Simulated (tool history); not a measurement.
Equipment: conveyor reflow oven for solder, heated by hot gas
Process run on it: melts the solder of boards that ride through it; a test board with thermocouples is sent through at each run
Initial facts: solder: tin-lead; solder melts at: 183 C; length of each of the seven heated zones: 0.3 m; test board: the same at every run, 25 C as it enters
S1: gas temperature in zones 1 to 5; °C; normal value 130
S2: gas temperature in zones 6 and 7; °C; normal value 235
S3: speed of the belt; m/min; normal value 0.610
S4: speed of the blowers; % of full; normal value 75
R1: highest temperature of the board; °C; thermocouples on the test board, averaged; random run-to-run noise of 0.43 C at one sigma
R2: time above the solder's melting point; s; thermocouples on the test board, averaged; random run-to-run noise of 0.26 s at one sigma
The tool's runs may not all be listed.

run,hour,S1,S2,S3,S4,R1,R2
1,0.0,130,235,0.610,75,217.9,42.0
2,7.2,130,235,0.610,75,218.0,41.6
3,14.1,130,235,0.610,63,215.2,39.9
4,25.1,130,235,0.610,63,214.1,39.9
5,33.0,130,235,0.610,63,214.9,40.0
6,43.7,130,235,0.610,75,217.1,42.0
7,55.7,130,235,0.610,75,216.9,41.9
8,68.3,130,235,0.571,75,220.2,46.8
9,78.1,130,235,0.686,75,213.4,35.3
10,90.5,130,235,0.686,75,212.7,34.3
11,102.5,130,235,0.686,75,213.8,35.2
12,114.7,130,235,0.610,75,217.3,42.5
13,129.2,130,235,0.610,75,217.7,42.3
14,140.8,130,235,0.610,75,218.0,42.2
15,152.9,130,235,0.610,75,217.5,42.4
16,160.6,130,235,0.610,80,217.4,42.5
17,171.0,134,235,0.610,88,221.1,44.8
18,182.0,143,245,0.716,90,225.4,42.3
# hour 190.4: flux residue cleaned out of gas plates and filters
19,197.3,126,223,0.716,59,196.8,19.0
20,205.3,139,231,0.665,54,208.3,33.1
21,211.6,130,238,0.610,76,219.9,43.6

What will run 22 give?
22,220.1,130,235,0.509,55,?,?

{"run 22": {"R1": 218.6, "R2": 51.7}}
Were there no unlogged condition in the tool, this run, its random variation unchanged, would have produced R1 218.6 °C, R2 51.7 s.
